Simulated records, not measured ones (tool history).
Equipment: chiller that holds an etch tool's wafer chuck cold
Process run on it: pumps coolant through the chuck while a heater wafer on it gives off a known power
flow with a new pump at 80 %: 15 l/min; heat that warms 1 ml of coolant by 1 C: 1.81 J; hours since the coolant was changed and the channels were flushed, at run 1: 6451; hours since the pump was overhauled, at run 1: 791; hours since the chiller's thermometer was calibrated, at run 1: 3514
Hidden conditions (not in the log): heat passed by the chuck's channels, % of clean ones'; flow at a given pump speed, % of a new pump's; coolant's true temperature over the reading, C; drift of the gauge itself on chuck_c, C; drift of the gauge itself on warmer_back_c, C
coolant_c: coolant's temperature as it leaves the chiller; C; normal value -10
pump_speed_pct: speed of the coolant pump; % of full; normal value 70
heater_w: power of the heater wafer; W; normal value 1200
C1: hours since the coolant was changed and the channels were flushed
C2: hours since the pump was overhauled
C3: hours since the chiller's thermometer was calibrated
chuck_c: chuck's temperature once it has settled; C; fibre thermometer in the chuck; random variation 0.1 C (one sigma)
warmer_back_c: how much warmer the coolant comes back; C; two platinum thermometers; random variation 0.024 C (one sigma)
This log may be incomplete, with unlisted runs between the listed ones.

run 1 day=0 | coolant_c=-10 pump_speed_pct=70 heater_w=1200 | C1=6451 C2=791 C3=3514 | chuck_c=2.6 warmer_back_c=3.02
run 2 day=1.2 | coolant_c=-10 pump_speed_pct=70 heater_w=1200 | C1=6480 C2=820 C3=3543 | chuck_c=2.5 warmer_back_c=2.99
run 3 day=2.725 | coolant_c=-10 pump_speed_pct=86 heater_w=1200 | C1=6516 C2=857 C3=3579 | chuck_c=0.5 warmer_back_c=2.46
run 4 day=4.758 | coolant_c=-10 pump_speed_pct=83 heater_w=1200 | C1=6565 C2=906 C3=3628 | chuck_c=0.7 warmer_back_c=2.49
run 5 day=6.025 | coolant_c=-10 pump_speed_pct=83 heater_w=1200 | C1=6595 C2=936 C3=3659 | chuck_c=0.9 warmer_back_c=2.54
run 6 day=7.742 | coolant_c=-10 pump_speed_pct=83 heater_w=1200 | C1=6637 C2=977 C3=3700 | chuck_c=0.9 warmer_back_c=2.54
run 7 day=10.208 | coolant_c=-10 pump_speed_pct=83 heater_w=1200 | C1=6696 C2=1036 C3=3759 | chuck_c=0.9 warmer_back_c=2.55
run 8 day=11.454 | coolant_c=-10 pump_speed_pct=83 heater_w=1200 | C1=6726 C2=1066 C3=3789 | chuck_c=0.7 warmer_back_c=2.52
run 9 day=13.758 | coolant_c=-10 pump_speed_pct=83 heater_w=1200 | C1=6781 C2=1122 C3=3844 | chuck_c=0.8 warmer_back_c=2.58
run 10 day=15.412 | coolant_c=-10 pump_speed_pct=83 heater_w=1200 | C1=6821 C2=1161 C3=3884 | chuck_c=0.8 warmer_back_c=2.52
run 11 day=17.3 | coolant_c=-10 pump_speed_pct=70 heater_w=1200 | C1=6866 C2=1207 C3=3929 | chuck_c=2.6 warmer_back_c=3
run 12 day=19.833 | coolant_c=-10 pump_speed_pct=70 heater_w=1200 | C1=6927 C2=1267 C3=3990 | chuck_c=2.6 warmer_back_c=3.05
run 13 day=21.362 | coolant_c=-10 pump_speed_pct=70 heater_w=1200 | C1=6964 C2=1304 C3=4027 | chuck_c=2.4 warmer_back_c=3
run 14 day=23.746 | coolant_c=-10 pump_speed_pct=70 heater_w=1200 | C1=7021 C2=1361 C3=4084 | chuck_c=2.6 warmer_back_c=3.01
run 15 day=26.371 | coolant_c=-10 pump_speed_pct=70 heater_w=1200 | C1=7084 C2=1424 C3=4147 | chuck_c=2.6 warmer_back_c=3.03
run 16 day=27.638 | coolant_c=-10 pump_speed_pct=70 heater_w=1200 | C1=7114 C2=1455 C3=4177 | chuck_c=2.6 warmer_back_c=3
run 17 day=30.329 | coolant_c=-11 pump_speed_pct=70 heater_w=1200 | C1=7179 C2=1519 C3=4242 | chuck_c=1.6 warmer_back_c=3.03
run 18 day=32.975 | coolant_c=-11 pump_speed_pct=70 heater_w=1200 | C1=7242 C2=1583 C3=4305 | chuck_c=1.6 warmer_back_c=3.01
run 19 day=35.121 | coolant_c=-11 pump_speed_pct=70 heater_w=1200 | C1=7294 C2=1634 C3=4357 | chuck_c=1.7 warmer_back_c=3.08
run 20 day=37.004 | coolant_c=-11 pump_speed_pct=70 heater_w=1200 | C1=7339 C2=1679 C3=4402 | chuck_c=1.5 warmer_back_c=2.98
run 21 day=39.129 | coolant_c=-5 pump_speed_pct=64 heater_w=1200 | C1=7390 C2=1730 C3=4453 | chuck_c=8.6 warmer_back_c=3.29
run 22 day=41.246 | coolant_c=-8 pump_speed_pct=82 heater_w=1200 | C1=7441 C2=1781 C3=4504 | chuck_c=2.9 warmer_back_c=2.6
run 23 day=42.867 | coolant_c=-8 pump_speed_pct=82 heater_w=1200 | C1=7480 C2=1820 C3=4543 | chuck_c=3.1 warmer_back_c=2.57
run 24 day=44.704 | coolant_c=-8 pump_speed_pct=82 heater_w=1200 | C1=7524 C2=1864 C3=4587 | chuck_c=2.8 warmer_back_c=2.59
run 25 day=46.05 | coolant_c=-18 pump_speed_pct=82 heater_w=1200 | C1=7556 C2=1897 C3=4619 | chuck_c=-7 warmer_back_c=2.6
run 26 day=47.171 | coolant_c=-11 pump_speed_pct=61 heater_w=1239 | C1=7583 C2=1923 C3=4646 | chuck_c=3.6 warmer_back_c=3.6
run 27 day=49.283 | coolant_c=-6 pump_speed_pct=61 heater_w=1141 | C1=7634 C2=1974 C3=4697 | chuck_c=7.6 warmer_back_c=3.29
-- day=50.392 coolant changed, channels flushed
run 28 day=51.738 | coolant_c=-9 pump_speed_pct=61 heater_w=710 | C1=32 C2=2027 C3=4750 | chuck_c=-0.5 warmer_back_c=2.03
run 29 day=54.404 | coolant_c=-5 pump_speed_pct=84 heater_w=1640 | C1=96 C2=2091 C3=4814 | chuck_c=9.7 warmer_back_c=3.46
run 30 day=56.358 | coolant_c=-13 pump_speed_pct=98 heater_w=642 | C1=143 C2=2138 C3=4861 | chuck_c=-7.9 warmer_back_c=1.15
run 31 day=58.921 | coolant_c=-13 pump_speed_pct=98 heater_w=642 | C1=205 C2=2199 C3=4922 | chuck_c=-8.1 warmer_back_c=1.19

Hidden state at the last listed run before each entry between runs and at the first one after, where it differs:
In the gap between runs 27 and 28: coolant changed, channels flushed (day 50.392)
  heat passed by the chuck's channels, % of clean ones': 99.9 -> 100
